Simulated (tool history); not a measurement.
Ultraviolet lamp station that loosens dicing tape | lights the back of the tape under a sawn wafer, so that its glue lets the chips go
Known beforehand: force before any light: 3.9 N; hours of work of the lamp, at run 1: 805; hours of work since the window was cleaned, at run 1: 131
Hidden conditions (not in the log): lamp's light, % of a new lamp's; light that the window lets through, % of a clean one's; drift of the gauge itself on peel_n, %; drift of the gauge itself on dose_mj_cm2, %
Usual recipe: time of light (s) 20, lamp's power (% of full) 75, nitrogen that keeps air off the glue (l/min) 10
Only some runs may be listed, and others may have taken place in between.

run,hour,time of light (s),lamp's power (% of full),nitrogen that keeps air off the glue (l/min),hours of work of the lamp,hours of work since the window was cleaned,force that peels the tape off (N),light that reached the tape (J/m2)
1,0.0,20,75,10,805,131,0.305,1900
2,21.0,20,75,10,820,146,0.316,1930
3,44.0,20,75,10,836,163,0.306,1930
4,76.8,20,75,10,860,186,0.326,1960
5,113.5,20,75,10,886,213,0.315,1940
6,138.0,20,75,10,904,230,0.311,1900
7,169.7,20,75,10,926,253,0.318,1980
8,219.7,20,75,5,962,289,0.444,1900
9,241.4,20,75,5,978,304,0.452,1920
10,282.7,20,75,5,1007,334,0.452,1880
11,308.2,20,75,5,1026,352,0.449,1950
# hour 314.4: window cleaned of glue's vapour
12,355.3,20,75,5,1059,29,0.453,1940
13,390.2,11,75,10,1084,54,0.704,1060
14,425.5,20,92,10,1109,80,0.269,2380
15,453.3,27,74,10,1129,100,0.260,2620
16,500.1,15,92,5,1163,133,0.524,1760
17,550.6,15,91,3,1199,169,0.718,1740
# hour 562.4: lamp changed
18,590.0,31,75,8,20,197,0.260,3050
19,639.2,11,75,14,55,232,0.559,1090
20,663.3,16,75,16,72,249,0.328,1550
21,709.5,20,90,6,105,282,0.333,2340
22,751.8,25,70,3,136,313,0.505,2270
23,793.4,20,75,8,166,343,0.344,1950
# hour 812.5: window cleaned of glue's vapour
24,841.3,23,88,8,199,21,0.267,2630
25,880.3,23,88,8,227,49,0.268,2620

What if the next run were any one of these 5? Each begins from the tool's condition after run 25:
A,924.0,32,83,5,259,80,?,?
B,924.0,35,87,6,259,80,?,?
C,924.0,23,88,8,259,80,?,?
D,924.0,32,87,11,259,80,?,?
E,924.0,20,82,3,259,80,?,?

run,force that peels the tape off (N),light that reached the tape (J/m2)
A,0.245,3510
B,0.240,3990
C,0.270,2560
D,0.237,3620
E,0.542,2110
The same runs, with their run-to-run variation unchanged, on a tool lacking any hidden condition would have given:
run,force that peels the tape off (N),light that reached the tape (J/m2)
A,0.245,3520
B,0.240,4000
C,0.269,2560
D,0.237,3620
E,0.541,2110
